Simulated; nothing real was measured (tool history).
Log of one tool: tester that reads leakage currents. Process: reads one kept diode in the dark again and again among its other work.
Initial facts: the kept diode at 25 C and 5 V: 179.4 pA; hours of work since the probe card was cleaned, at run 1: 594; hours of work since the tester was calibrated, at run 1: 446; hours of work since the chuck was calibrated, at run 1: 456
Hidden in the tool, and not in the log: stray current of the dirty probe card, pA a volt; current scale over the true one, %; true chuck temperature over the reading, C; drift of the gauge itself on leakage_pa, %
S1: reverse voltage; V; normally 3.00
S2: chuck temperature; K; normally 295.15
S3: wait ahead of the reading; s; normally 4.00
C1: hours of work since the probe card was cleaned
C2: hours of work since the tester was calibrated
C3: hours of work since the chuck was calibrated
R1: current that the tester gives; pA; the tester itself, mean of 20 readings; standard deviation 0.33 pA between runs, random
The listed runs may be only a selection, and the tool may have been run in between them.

{"run": 1, "hour": 0.0, "S1": 3.0, "S2": 295.15, "S3": 4.0, "C1": 594, "C2": 446, "C3": 456, "R1": 121.38}
{"run": 2, "hour": 76.5, "S1": 3.0, "S2": 295.15, "S3": 4.0, "C1": 643, "C2": 495, "C3": 504, "R1": 121.77}
{"run": 3, "hour": 142.1, "S1": 11.14, "S2": 295.15, "S3": 4.0, "C1": 685, "C2": 536, "C3": 546, "R1": 255.76}
{"hour": 175.2, "done": "chuck's temperature calibrated"}
{"run": 4, "hour": 224.0, "S1": 11.14, "S2": 308.15, "S3": 4.0, "C1": 736, "C2": 587, "C3": 31, "R1": 576.97}
{"run": 5, "hour": 272.8, "S1": 11.14, "S2": 308.15, "S3": 4.0, "C1": 767, "C2": 618, "C3": 62, "R1": 585.18}
{"run": 6, "hour": 348.5, "S1": 3.0, "S2": 295.15, "S3": 4.0, "C1": 815, "C2": 666, "C3": 110, "R1": 115.64}
{"run": 7, "hour": 405.2, "S1": 3.0, "S2": 295.15, "S3": 4.0, "C1": 851, "C2": 702, "C3": 146, "R1": 117.1}
{"run": 8, "hour": 449.7, "S1": 3.0, "S2": 295.15, "S3": 4.0, "C1": 879, "C2": 731, "C3": 175, "R1": 116.92}
{"run": 9, "hour": 503.5, "S1": 3.0, "S2": 295.15, "S3": 4.0, "C1": 913, "C2": 765, "C3": 209, "R1": 119.13}
{"run": 10, "hour": 580.1, "S1": 3.0, "S2": 295.15, "S3": 4.0, "C1": 962, "C2": 814, "C3": 258, "R1": 119.52}
{"run": 11, "hour": 652.3, "S1": 3.0, "S2": 295.15, "S3": 4.0, "C1": 1008, "C2": 860, "C3": 303, "R1": 121.32}
{"run": 12, "hour": 730.6, "S1": 3.0, "S2": 295.15, "S3": 4.0, "C1": 1058, "C2": 909, "C3": 353, "R1": 122.39}
{"run": 13, "hour": 784.9, "S1": 3.0, "S2": 295.15, "S3": 4.0, "C1": 1092, "C2": 944, "C3": 388, "R1": 124.14}
{"hour": 795.8, "done": "probe card cleaned and baked"}
{"run": 14, "hour": 847.5, "S1": 2.95, "S2": 295.15, "S3": 4.0, "C1": 33, "C2": 982, "C3": 426, "R1": 118.4}
{"run": 15, "hour": 884.0, "S1": 2.95, "S2": 295.15, "S3": 4.0, "C1": 56, "C2": 1005, "C3": 449, "R1": 119.73}
{"run": 16, "hour": 937.4, "S1": 3.0, "S2": 295.15, "S3": 4.0, "C1": 90, "C2": 1039, "C3": 483, "R1": 121.5}
{"run": 17, "hour": 1006.5, "S1": 3.0, "S2": 295.15, "S3": 4.0, "C1": 134, "C2": 1083, "C3": 527, "R1": 123.03}
{"hour": 1066.0, "done": "chuck's temperature calibrated"}
{"run": 18, "hour": 1066.0, "S1": 3.0, "S2": 295.15, "S3": 4.0, "C1": 171, "C2": 1120, "C3": 0, "R1": 108.85}
{"run": 19, "hour": 1140.6, "S1": 3.0, "S2": 295.15, "S3": 1.35, "C1": 218, "C2": 1167, "C3": 47, "R1": 109.99}
{"run": 20, "hour": 1218.8, "S1": 3.0, "S2": 295.15, "S3": 1.35, "C1": 268, "C2": 1217, "C3": 97, "R1": 112.16}
{"run": 21, "hour": 1304.5, "S1": 1.63, "S2": 314.15, "S3": 4.0, "C1": 322, "C2": 1271, "C3": 152, "R1": 304.32}
{"run": 22, "hour": 1378.5, "S1": 1.63, "S2": 314.15, "S3": 4.0, "C1": 369, "C2": 1318, "C3": 199, "R1": 307.24}
{"run": 23, "hour": 1417.2, "S1": 5.51, "S2": 333.15, "S3": 0.37, "C1": 394, "C2": 1343, "C3": 223, "R1": 1927.77}
{"run": 24, "hour": 1485.8, "S1": 5.15, "S2": 299.15, "S3": 8.23, "C1": 438, "C2": 1387, "C3": 267, "R1": 207.11}
{"run": 25, "hour": 1540.0, "S1": 12.31, "S2": 301.15, "S3": 4.0, "C1": 472, "C2": 1421, "C3": 302, "R1": 386.53}
{"run": 26, "hour": 1592.7, "S1": 1.44, "S2": 303.15, "S3": 0.54, "C1": 506, "C2": 1455, "C3": 335, "R1": 139.77}
{"run": 27, "hour": 1638.0, "S1": 14.74, "S2": 322.15, "S3": 1.39, "C1": 534, "C2": 1483, "C3": 364, "R1": 1731.29}
{"run": 28, "hour": 1721.2, "S1": 3.0, "S2": 299.15, "S3": 0.86, "C1": 587, "C2": 1536, "C3": 417, "R1": 160.36}
{"run": 29, "hour": 1774.0, "S1": 17.46, "S2": 302.15, "S3": 4.0, "C1": 621, "C2": 1570, "C3": 450, "R1": 521.94}
{"run": 30, "hour": 1815.1, "S1": 17.46, "S2": 302.15, "S3": 4.0, "C1": 647, "C2": 1596, "C3": 477, "R1": 523.6}
{"run": 31, "hour": 1883.8, "S1": 1.75, "S2": 323.15, "S3": 2.1, "C1": 691, "C2": 1640, "C3": 520, "R1": 596.85}
{"hour": 1959.0, "done": "chuck's temperature calibrated"}
{"run": 32, "hour": 1971.7, "S1": 1.75, "S2": 323.15, "S3": 2.1, "C1": 745, "C2": 1695, "C3": 8, "R1": 549.63}
{"run": 33, "hour": 2035.8, "S1": 1.75, "S2": 323.15, "S3": 2.1, "C1": 786, "C2": 1735, "C3": 49, "R1": 554.62}
{"run": 34, "hour": 2090.4, "S1": 1.75, "S2": 323.15, "S3": 2.1, "C1": 821, "C2": 1770, "C3": 84, "R1": 557.93}
{"run": 35, "hour": 2163.7, "S1": 4.07, "S2": 305.15, "S3": 6.77, "C1": 868, "C2": 1817, "C3": 130, "R1": 271.53}
{"run": 36, "hour": 2208.4, "S1": 4.07, "S2": 305.15, "S3": 6.77, "C1": 896, "C2": 1845, "C3": 159, "R1": 276.07}
{"run": 37, "hour": 2288.8, "S1": 7.5, "S2": 295.15, "S3": 0.32, "C1": 947, "C2": 1896, "C3": 210, "R1": 198.13}
{"run": 38, "hour": 2368.5, "S1": 3.0, "S2": 295.15, "S3": 6.31, "C1": 998, "C2": 1947, "C3": 260, "R1": 117.37}
{"run": 39, "hour": 2411.3, "S1": 8.99, "S2": 328.15, "S3": 0.45, "C1": 1025, "C2": 1974, "C3": 288, "R1": 1904.0}

Hidden condition of the tool, last listed run before each entry between runs versus first listed run after:
Run 3 -> run 4: chuck's temperature calibrated (hour 175.2)
  stray current of the dirty probe card, pA a volt: 1.009 -> 1.086; current scale over the true one, %: -0.33 -> -0.36; true chuck temperature over the reading, C: 1.33 -> 0.19
  measured minus no-state result, R1: +33.36 -> +16.99 pA
Run 13 -> run 14: probe card cleaned and baked (hour 795.8)
  stray current of the dirty probe card, pA a volt: 1.61 -> 0.075; current scale over the true one, %: -0.57 -> -0.59; true chuck temperature over the reading, C: 1.17 -> 1.28
  measured minus no-state result, R1: +14.12 -> +10.25 pA
Run 17 -> run 18: chuck's temperature calibrated (hour 1066.0)
  stray current of the dirty probe card, pA a volt: 0.226 -> 0.283; current scale over the true one, %: -0.66 -> -0.68; true chuck temperature over the reading, C: 1.55 -> -0.08
  measured minus no-state result, R1: +13.26 -> -0.57 pA
Run 31 -> run 32: chuck's temperature calibrated (hour 1959.0)
  stray current of the dirty probe card, pA a volt: 1.048 -> 1.126; current scale over the true one, %: -0.99 -> -1.02; true chuck temperature over the reading, C: 1.3 -> -0.03
  measured minus no-state result, R1: +42.67 -> -4.64 pA

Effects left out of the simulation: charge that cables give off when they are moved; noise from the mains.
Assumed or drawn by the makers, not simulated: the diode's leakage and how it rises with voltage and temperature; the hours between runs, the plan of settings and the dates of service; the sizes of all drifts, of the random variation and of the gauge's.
